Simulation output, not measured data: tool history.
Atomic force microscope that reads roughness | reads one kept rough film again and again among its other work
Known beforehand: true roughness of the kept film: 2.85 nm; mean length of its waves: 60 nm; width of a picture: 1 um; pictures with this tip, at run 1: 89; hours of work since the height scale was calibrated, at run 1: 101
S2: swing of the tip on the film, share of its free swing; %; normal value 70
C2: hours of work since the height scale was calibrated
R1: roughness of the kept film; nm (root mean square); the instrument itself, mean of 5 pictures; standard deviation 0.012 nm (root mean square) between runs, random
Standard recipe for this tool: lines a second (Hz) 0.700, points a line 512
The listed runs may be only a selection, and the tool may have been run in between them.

run 1 day=0.000 | lines_a_second_(Hz)=0.700 S2=70 points_a_line=512 | pictures_with_this_tip=89 C2=101 | R1=2.673
run 2 day=0.288 | lines_a_second_(Hz)=0.700 S2=70 points_a_line=440 | pictures_with_this_tip=96 C2=105 | R1=2.674
run 3 day=0.708 | lines_a_second_(Hz)=0.700 S2=70 points_a_line=440 | pictures_with_this_tip=106 C2=111 | R1=2.655
run 4 day=1.183 | lines_a_second_(Hz)=1.681 S2=70 points_a_line=512 | pictures_with_this_tip=118 C2=118 | R1=2.603
run 5 day=1.542 | lines_a_second_(Hz)=1.681 S2=70 points_a_line=512 | pictures_with_this_tip=126 C2=123 | R1=2.581
run 6 day=1.900 | lines_a_second_(Hz)=1.681 S2=70 points_a_line=512 | pictures_with_this_tip=135 C2=128 | R1=2.594
run 7 day=2.288 | lines_a_second_(Hz)=1.205 S2=70 points_a_line=512 | pictures_with_this_tip=145 C2=134 | R1=2.599
run 8 day=2.779 | lines_a_second_(Hz)=1.205 S2=70 points_a_line=512 | pictures_with_this_tip=156 C2=141 | R1=2.623
run 9 day=3.242 | lines_a_second_(Hz)=1.205 S2=70 points_a_line=512 | pictures_with_this_tip=168 C2=148 | R1=2.605
run 10 day=3.467 | lines_a_second_(Hz)=0.700 S2=70 points_a_line=512 | pictures_with_this_tip=173 C2=151 | R1=2.643
run 11 day=3.975 | lines_a_second_(Hz)=0.700 S2=70 points_a_line=512 | pictures_with_this_tip=186 C2=158 | R1=2.652
run 12 day=4.238 | lines_a_second_(Hz)=0.700 S2=70 points_a_line=588 | pictures_with_this_tip=192 C2=162 | R1=2.627
run 13 day=4.458 | lines_a_second_(Hz)=0.700 S2=70 points_a_line=588 | pictures_with_this_tip=197 C2=165 | R1=2.653
run 14 day=4.746 | lines_a_second_(Hz)=0.700 S2=70 points_a_line=417 | pictures_with_this_tip=204 C2=169 | R1=2.614
run 15 day=5.083 | lines_a_second_(Hz)=0.700 S2=70 points_a_line=417 | pictures_with_this_tip=212 C2=174 | R1=2.618
run 16 day=5.354 | lines_a_second_(Hz)=0.700 S2=70 points_a_line=417 | pictures_with_this_tip=219 C2=178 | R1=2.611
run 17 day=5.608 | lines_a_second_(Hz)=0.700 S2=70 points_a_line=417 | pictures_with_this_tip=225 C2=182 | R1=2.623
run 18 day=5.975 | lines_a_second_(Hz)=0.700 S2=70 points_a_line=512 | pictures_with_this_tip=234 C2=187 | R1=2.604
run 19 day=6.254 | lines_a_second_(Hz)=0.700 S2=72 points_a_line=512 | pictures_with_this_tip=241 C2=191 | R1=2.579
run 20 day=6.629 | lines_a_second_(Hz)=0.700 S2=72 points_a_line=512 | pictures_with_this_tip=250 C2=196 | R1=2.603
run 21 day=7.038 | lines_a_second_(Hz)=0.700 S2=72 points_a_line=512 | pictures_with_this_tip=260 C2=202 | R1=2.605
run 22 day=7.496 | lines_a_second_(Hz)=0.700 S2=70 points_a_line=512 | pictures_with_this_tip=271 C2=209 | R1=2.604
run 23 day=7.725 | lines_a_second_(Hz)=0.700 S2=70 points_a_line=512 | pictures_with_this_tip=277 C2=212 | R1=2.595
run 24 day=8.042 | lines_a_second_(Hz)=0.700 S2=70 points_a_line=512 | pictures_with_this_tip=284 C2=217 | R1=2.592
run 25 day=8.483 | lines_a_second_(Hz)=0.700 S2=70 points_a_line=512 | pictures_with_this_tip=295 C2=223 | R1=2.578
run 26 day=8.758 | lines_a_second_(Hz)=0.700 S2=70 points_a_line=512 | pictures_with_this_tip=302 C2=227 | R1=2.603
run 27 day=9.271 | lines_a_second_(Hz)=0.700 S2=70 points_a_line=512 | pictures_with_this_tip=314 C2=234 | R1=2.561
run 28 day=9.496 | lines_a_second_(Hz)=0.731 S2=85 points_a_line=562 | pictures_with_this_tip=320 C2=237 | R1=2.518
run 29 day=9.808 | lines_a_second_(Hz)=0.731 S2=85 points_a_line=562 | pictures_with_this_tip=327 C2=242 | R1=2.520
run 30 day=10.067 | lines_a_second_(Hz)=1.074 S2=77 points_a_line=963 | pictures_with_this_tip=334 C2=246 | R1=2.516
run 31 day=10.538 | lines_a_second_(Hz)=1.074 S2=77 points_a_line=963 | pictures_with_this_tip=345 C2=252 | R1=2.530
run 32 day=10.762 | lines_a_second_(Hz)=1.261 S2=77 points_a_line=493 | pictures_with_this_tip=351 C2=256 | R1=2.489
run 33 day=11.154 | lines_a_second_(Hz)=0.700 S2=72 points_a_line=512 | pictures_with_this_tip=360 C2=261 | R1=2.542
run 34 day=11.575 | lines_a_second_(Hz)=0.700 S2=88 points_a_line=512 | pictures_with_this_tip=370 C2=267 | R1=2.524
-- day=11.617 new tip fitted
run 35 day=11.867 | lines_a_second_(Hz)=2.781 S2=75 points_a_line=313 | pictures_with_this_tip=6 C2=271 | R1=2.534
run 36 day=12.079 | lines_a_second_(Hz)=1.709 S2=75 points_a_line=1017 | pictures_with_this_tip=11 C2=274 | R1=2.635
run 37 day=12.438 | lines_a_second_(Hz)=1.709 S2=75 points_a_line=1017 | pictures_with_this_tip=20 C2=279 | R1=2.597
run 38 day=12.688 | lines_a_second_(Hz)=1.587 S2=75 points_a_line=843 | pictures_with_this_tip=26 C2=283 | R1=2.654
run 39 day=12.912 | lines_a_second_(Hz)=3.080 S2=77 points_a_line=843 | pictures_with_this_tip=31 C2=286 | R1=2.482
run 40 day=13.346 | lines_a_second_(Hz)=2.236 S2=78 points_a_line=439 | pictures_with_this_tip=42 C2=292 | R1=2.525
run 41 day=13.692 | lines_a_second_(Hz)=2.236 S2=78 points_a_line=439 | pictures_with_this_tip=50 C2=297 | R1=2.526
run 42 day=13.929 | lines_a_second_(Hz)=2.236 S2=56 points_a_line=514 | pictures_with_this_tip=56 C2=301 | R1=2.690
run 43 day=14.300 | lines_a_second_(Hz)=2.236 S2=56 points_a_line=514 | pictures_with_this_tip=65 C2=306 | R1=2.702
run 44 day=14.571 | lines_a_second_(Hz)=0.502 S2=70 points_a_line=310 | pictures_with_this_tip=71 C2=310 | R1=2.697

Estimate the outcome of run 45 from the log above:
run 45 day=15.046 | lines_a_second_(Hz)=0.700 S2=75 points_a_line=401 | pictures_with_this_tip=83 C2=317 | R1=?

{"run 45": {"R1": 2.667}}
On a tool with no hidden condition, and with the same random variation, this run would have come out at R1 2.693 nm (root mean square).
